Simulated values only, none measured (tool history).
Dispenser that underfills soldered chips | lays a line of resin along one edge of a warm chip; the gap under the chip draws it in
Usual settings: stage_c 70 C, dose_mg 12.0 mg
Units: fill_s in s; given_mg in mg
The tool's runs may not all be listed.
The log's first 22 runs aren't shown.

Run 23, day 6.712: usual settings but dose_mg 10.8 mg. Result: fill_s 303.4 s, given_mg 10.61 mg.
At day 6.754: new syringe of resin.
Run 24, day 7.008: usual settings but stage_c 85 C, dose_mg 14.6 mg. Result: fill_s 122.4 s, given_mg 14.35 mg.
At day 7.175: new syringe of resin.
Run 25, day 7.262: usual settings but stage_c 84 C, dose_mg 13.1 mg. Result: fill_s 106.6 s, given_mg 12.87 mg.
Run 26, day 7.458: usual settings but stage_c 80 C, dose_mg 12.9 mg. Result: fill_s 159.0 s, given_mg 12.65 mg.
At day 7.596: new syringe of resin.
Run 27, day 7.779: usual settings but stage_c 80 C, dose_mg 14.7 mg. Result: fill_s 136.5 s, given_mg 14.40 mg.
At day 8.012: new syringe of resin.
Run 28, day 8.062: usual settings but stage_c 79 C, dose_mg 10.5 mg. Result: fill_s 135.7 s, given_mg 10.25 mg.
Run 29, day 8.388: usual settings but stage_c 79 C, dose_mg 10.5 mg. Result: fill_s 194.2 s, given_mg 10.25 mg.
At day 8.433: new syringe of resin.
Run 30, day 8.775: usual settings but stage_c 59 C, dose_mg 15.2 mg. Result: fill_s 487.9 s, given_mg 14.81 mg.
At day 8.862: new syringe of resin.
Run 31, day 8.975: usual settings but stage_c 59 C, dose_mg 15.2 mg. Result: fill_s 386.1 s, given_mg 14.77 mg.
At day 9.112: dispensing valve cleaned and set on the balance.
Run 32, day 9.267: usual settings but stage_c 59 C, dose_mg 15.2 mg. Result: fill_s 509.9 s, given_mg 15.20 mg.
At day 9.333: new syringe of resin.
Run 33, day 9.592: usual settings but stage_c 82 C, dose_mg 15.3 mg. Result: fill_s 140.5 s, given_mg 15.28 mg.
At day 9.750: new syringe of resin.
Run 34, day 9.858: usual settings but stage_c 65 C. Result: fill_s 283.0 s, given_mg 11.94 mg.

Forecast each of these 4 alternatives for the next run:
At day 10.188: new syringe of resin.
Run A, day 10.258: usual settings but stage_c 77 C. Result: fill_s ?, given_mg ?.
At day 10.188: new syringe of resin.
Run B, day 10.258: usual settings but stage_c 79 C, dose_mg 10.4 mg. Result: fill_s ?, given_mg ?.
At day 10.188: new syringe of resin.
Run C, day 10.258: usual settings but stage_c 79 C, dose_mg 13.0 mg. Result: fill_s ?, given_mg ?.
At day 10.188: new syringe of resin.
Run D, day 10.258: usual settings but stage_c 60 C. Result: fill_s ?, given_mg ?.

run  fill_s  given_mg
  A   147.2     11.94
  B   139.2     10.34
  C   132.3     12.90
  D   354.2     11.96
Without the tool's hidden state the same runs would have given:
run  fill_s  given_mg
  A   129.1     12.01
  B   122.0     10.40
  C   116.1     12.97
  D   309.0     12.03
